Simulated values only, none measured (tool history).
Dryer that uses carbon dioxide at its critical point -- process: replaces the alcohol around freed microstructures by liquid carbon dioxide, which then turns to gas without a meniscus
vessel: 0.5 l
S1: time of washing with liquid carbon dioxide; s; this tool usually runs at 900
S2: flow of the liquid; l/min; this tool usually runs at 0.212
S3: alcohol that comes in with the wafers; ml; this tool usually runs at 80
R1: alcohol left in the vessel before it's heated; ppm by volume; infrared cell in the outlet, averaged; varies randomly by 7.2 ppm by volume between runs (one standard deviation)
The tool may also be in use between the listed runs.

| run | hour | S1 | S2 | S3 | R1 |
|---|---|---|---|---|---|
| 1 | 0.0 | 900 | 0.212 | 80 | 448 |
| 2 | 9.3 | 900 | 0.212 | 80 | 446 |
| 3 | 17.1 | 900 | 0.212 | 80 | 439 |
| 4 | 26.0 | 900 | 0.212 | 98 | 544 |
| 5 | 34.6 | 900 | 0.153 | 98 | 2743 |
| 6 | 46.6 | 900 | 0.153 | 98 | 2839 |
| 7 | 55.6 | 900 | 0.212 | 80 | 442 |
| 8 | 64.5 | 900 | 0.212 | 80 | 428 |
| 9 | 73.8 | 900 | 0.212 | 80 | 454 |
| 10 | 81.3 | 900 | 0.212 | 80 | 459 |
| 11 | 96.4 | 900 | 0.212 | 80 | 463 |
| 12 | 106.5 | 900 | 0.212 | 80 | 472 |
| 13 | 117.6 | 900 | 0.212 | 80 | 468 |
| 14 | 128.6 | 900 | 0.164 | 80 | 1734 |
| 15 | 135.3 | 1440 | 0.164 | 80 | 129 |
| 16 | 144.8 | 1440 | 0.164 | 80 | 137 |
| 17 | 157.7 | 1440 | 0.164 | 80 | 146 |
| 18 | 166.5 | 1440 | 0.164 | 80 | 132 |
| 19 | 175.9 | 1440 | 0.164 | 80 | 142 |
| 20 | 187.6 | 900 | 0.212 | 80 | 493 |
| 21 | 196.0 | 900 | 0.212 | 80 | 494 |
| 22 | 206.1 | 900 | 0.189 | 80 | 908 |
| 23 | 218.9 | 540 | 0.212 | 80 | 4855 |
| 24 | 231.7 | 540 | 0.200 | 74 | 5593 |
| 25 | 240.8 | 540 | 0.200 | 74 | 5577 |
| 26 | 250.7 | 960 | 0.200 | 74 | 445 |
| 27 | 260.0 | 1080 | 0.324 | 27 | 22 |
| 28 | 273.6 | 1080 | 0.324 | 27 | 19 |
| 29 | 281.7 | 660 | 0.321 | 115 | 392 |
| 30 | 293.3 | 960 | 0.236 | 23 | 63 |
| 31 | 302.0 | 780 | 0.294 | 34 | 83 |
| 32 | 309.0 | 1320 | 0.209 | 74 | 45 |
| 33 | 324.0 | 720 | 0.291 | 48 | 191 |
| 34 | 336.4 | 780 | 0.233 | 92 | 794 |
| 35 | 348.3 | 780 | 0.233 | 92 | 798 |
| 36 | 360.5 | 900 | 0.332 | 80 | 43 |
| 37 | 375.6 | 660 | 0.134 | 80 | 11259 |
| 38 | 383.9 | 1260 | 0.212 | 97 | 84 |
| 39 | 396.9 | 900 | 0.226 | 21 | 107 |
| 40 | 403.2 | 900 | 0.212 | 61 | 413 |
| 41 | 417.4 | 900 | 0.212 | 36 | 248 |
| 42 | 431.0 | 660 | 0.212 | 74 | 2279 |
| 43 | 440.8 | 1260 | 0.199 | 75 | 103 |
| 44 | 453.4 | 1260 | 0.199 | 75 | 102 |
| 45 | 465.7 | 1260 | 0.199 | 75 | 93 |
| 46 | 479.6 | 1260 | 0.199 | 75 | 110 |

Each row is a separate what-if for the run after 46, all from the same tool condition, not one after another. Results?
| A | 488.5 | 600 | 0.212 | 82 | ? |
| B | 488.5 | 720 | 0.310 | 52 | ? |
| C | 488.5 | 1020 | 0.147 | 74 | ? |
| D | 488.5 | 1260 | 0.199 | 112 | ? |

| run | R1 |
|---|---|
| A | 3722 |
| B | 152 |
| C | 1699 |
| D | 136 |
Without the tool's unlogged condition, the same runs would have read:
| run | R1 |
|---|---|
| A | 2736 |
| B | 81 |
| C | 1178 |
| D | 64 |

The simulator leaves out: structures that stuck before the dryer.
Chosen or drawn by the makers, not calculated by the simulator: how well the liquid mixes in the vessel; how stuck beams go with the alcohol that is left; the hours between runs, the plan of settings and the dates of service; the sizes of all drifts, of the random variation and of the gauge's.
